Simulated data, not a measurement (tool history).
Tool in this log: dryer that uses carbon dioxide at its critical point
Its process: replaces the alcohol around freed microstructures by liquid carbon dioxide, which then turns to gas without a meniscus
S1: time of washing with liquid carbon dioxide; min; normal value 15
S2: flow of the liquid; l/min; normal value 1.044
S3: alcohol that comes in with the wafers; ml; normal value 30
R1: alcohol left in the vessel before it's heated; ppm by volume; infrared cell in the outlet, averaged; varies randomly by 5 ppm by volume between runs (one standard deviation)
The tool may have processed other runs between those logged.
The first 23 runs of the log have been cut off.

Run 24, hour 602.6: usual settings but S2 1.04 l/min, S3 23 ml. Result: R1 50 ppm by volume.
Run 25, hour 638.1: usual settings but S2 1.04 l/min, S3 23 ml. Result: R1 50 ppm by volume.
Run 26, hour 656.1: usual settings but S1 19 min, S2 0.75 l/min, S3 62 ml. Result: R1 84 ppm by volume.
Run 27, hour 673.2: usual settings but S1 13 min, S2 1.42 l/min. Result: R1 52 ppm by volume.
Run 28, hour 692: usual settings but S2 0.74 l/min, S3 25 ml. Result: R1 107 ppm by volume.
Run 29, hour 708.5: usual settings but S1 17 min, S3 56 ml. Result: R1 72 ppm by volume.
Run 30, hour 725.5: usual settings but S1 11 min, S2 1.08 l/min, S3 56 ml. Result: R1 170 ppm by volume.
Run 31, hour 743: usual settings but S1 18 min, S2 0.92 l/min, S3 44 ml. Result: R1 78 ppm by volume.
Run 32, hour 764.5: usual settings but S1 18 min, S2 0.92 l/min, S3 44 ml. Result: R1 83 ppm by volume.
Run 33, hour 787: usual settings but S1 13 min. Result: R1 112 ppm by volume.
Run 34, hour 817.7: usual settings but S1 12 min, S2 0.9 l/min, S3 83 ml. Result: R1 351 ppm by volume.
Run 35, hour 843.9: usual settings but S1 10 min, S2 1.03 l/min, S3 49 ml. Result: R1 289 ppm by volume.
Run 36, hour 870.1: usual settings but S1 10 min, S2 1.03 l/min, S3 49 ml. Result: R1 300 ppm by volume.
Run 37, hour 905.8: usual settings but S1 10 min, S2 1.03 l/min, S3 49 ml. Result: R1 320 ppm by volume.
Run 38, hour 926.4: usual settings but S1 10 min, S2 1.03 l/min, S3 49 ml. Result: R1 308 ppm by volume.
Run 39, hour 960.8: usual settings but S1 10 min, S2 1.06 l/min, S3 21 ml. Result: R1 189 ppm by volume.
Run 40, hour 988: usual settings but S2 0.72 l/min, S3 70 ml. Result: R1 345 ppm by volume.
Run 41, hour 1024.2: usual settings but S2 0.72 l/min, S3 70 ml. Result: R1 353 ppm by volume.
Run 42, hour 1040.5: usual settings but S1 10 min, S2 0.91 l/min, S3 77 ml. Result: R1 716 ppm by volume.
Run 43, hour 1067.3: usual settings but S1 10 min, S2 0.91 l/min, S3 77 ml. Result: R1 741 ppm by volume.
Run 44, hour 1103.3: usual settings but S1 10 min, S2 0.91 l/min, S3 77 ml. Result: R1 718 ppm by volume.
Run 45, hour 1125.8: usual settings but S1 10 min, S2 0.91 l/min, S3 77 ml. Result: R1 731 ppm by volume.
Run 46, hour 1154.3: usual settings but S1 17 min, S2 0.91 l/min, S3 64 ml. Result: R1 195 ppm by volume.

Alternative continuations, all from the tool just after run 46; predict every row:
Run A, hour 1173.8: usual settings but S1 17 min, S2 1.13 l/min, S3 64 ml. Result: R1 ?.
Run B, hour 1173.8: usual settings but S1 10 min, S2 1.05 l/min, S3 26 ml. Result: R1 ?.
Run C, hour 1173.8: usual settings but S3 79 ml. Result: R1 ?.

run   R1
  A  167
  B  280
  C  191
Take away the tool's hidden state, keep each run's random variation, and the runs would have read:
run  R1
  A  10
  B  85
  C  19
